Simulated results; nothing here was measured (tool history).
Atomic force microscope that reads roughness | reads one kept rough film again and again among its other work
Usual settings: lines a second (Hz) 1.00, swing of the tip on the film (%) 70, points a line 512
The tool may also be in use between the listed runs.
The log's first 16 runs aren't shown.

run,hour,lines a second (Hz),swing of the tip on the film (%),points a line,roughness of the kept film (nm (root mean square))
# hour 912.6: new tip fitted
17,971.9,1.76,70,967,2.648
18,1025.0,1.76,70,967,2.493
# hour 1062.9: new tip fitted
19,1079.1,1.76,70,967,2.812
20,1115.5,1.00,70,512,2.715
21,1155.6,2.02,64,454,2.546
# hour 1212.9: new tip fitted
22,1219.7,0.62,64,301,2.924
23,1255.1,0.52,84,297,2.735
24,1300.2,1.00,70,386,2.586
25,1351.5,1.00,70,451,2.453
# hour 1367.2: new tip fitted
26,1393.1,1.00,80,412,2.776
27,1448.8,1.00,80,412,2.564
28,1489.5,1.94,55,424,2.498
# hour 1518.3: new tip fitted
29,1542.0,1.71,82,516,2.739
30,1606.9,0.66,82,422,2.594
31,1663.4,0.66,82,422,2.402
# hour 1670.0: new tip fitted
32,1702.6,0.66,82,422,2.787
33,1747.2,0.66,82,422,2.673
34,1790.9,1.40,82,519,2.454
# hour 1822.1: new tip fitted
35,1828.7,0.60,70,512,2.910
# hour 1870.2: height scale calibrated on a step standard
36,1904.0,0.60,70,512,2.581
37,1955.0,0.70,55,621,2.466
# hour 1974.2: new tip fitted
38,2013.1,3.01,55,621,2.718
39,2094.5,1.47,58,319,2.464
# hour 2126.4: new tip fitted
40,2166.6,2.58,59,693,2.728

5 ways to go on from here, each from the tool as it stands after run 40. What would each give?
A,2212.1,1.16,59,693,?
B,2212.1,3.24,61,384,?
C,2212.1,2.58,58,1007,?
D,2212.1,3.50,88,849,?
E,2212.1,0.92,65,512,?

run,roughness of the kept film (nm (root mean square))
A,2.576
B,2.515
C,2.551
D,2.290
E,2.583
Without the tool's hidden state the same runs would have given:
run,roughness of the kept film (nm (root mean square))
A,2.896
B,2.829
C,2.868
D,2.574
E,2.904

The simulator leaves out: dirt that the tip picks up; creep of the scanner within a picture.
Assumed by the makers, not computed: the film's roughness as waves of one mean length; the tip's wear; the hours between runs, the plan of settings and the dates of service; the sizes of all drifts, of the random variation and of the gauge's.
